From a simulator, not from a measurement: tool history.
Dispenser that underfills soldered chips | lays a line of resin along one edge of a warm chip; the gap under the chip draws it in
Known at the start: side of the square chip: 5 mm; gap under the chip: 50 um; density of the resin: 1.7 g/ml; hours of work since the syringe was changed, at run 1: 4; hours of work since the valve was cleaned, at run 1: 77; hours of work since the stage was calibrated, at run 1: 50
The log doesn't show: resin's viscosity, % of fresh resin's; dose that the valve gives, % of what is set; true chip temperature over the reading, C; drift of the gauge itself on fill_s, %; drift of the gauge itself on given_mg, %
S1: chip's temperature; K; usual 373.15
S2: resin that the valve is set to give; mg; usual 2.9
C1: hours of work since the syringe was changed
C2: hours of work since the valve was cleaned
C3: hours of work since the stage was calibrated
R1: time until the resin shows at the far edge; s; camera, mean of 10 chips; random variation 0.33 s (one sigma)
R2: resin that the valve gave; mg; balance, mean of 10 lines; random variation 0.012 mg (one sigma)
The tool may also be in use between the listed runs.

run	day	S1	S2	C1	C2	C3	R1	R2
1	0	373.15	2.9	4	77	50	16.8	2.67
2	0.317	366.15	2.9	10	83	56	28.3	2.66
# day 0.346: new syringe of resin
# day 0.608: dispensing valve cleaned and set on the balance
3	0.692	373.15	2.9	6	2	62	17.1	2.85
4	0.921	373.15	3.03	10	6	66	22.7	3
# day 0.95: new syringe of resin
5	1.133	373.15	3.03	3	10	70	15.4	3
6	1.35	373.15	3.03	7	13	74	20.3	2.98

Run 7 comes next. What will it give?
# day 1.521: new syringe of resin
7	1.592	373.15	3.18	1	18	78	?	?

{"run 7": {"R1": 13.7, "R2": 3.09}}
Without the tool's hidden state the same run would have given R1 12.9 s, R2 3.16 mg.

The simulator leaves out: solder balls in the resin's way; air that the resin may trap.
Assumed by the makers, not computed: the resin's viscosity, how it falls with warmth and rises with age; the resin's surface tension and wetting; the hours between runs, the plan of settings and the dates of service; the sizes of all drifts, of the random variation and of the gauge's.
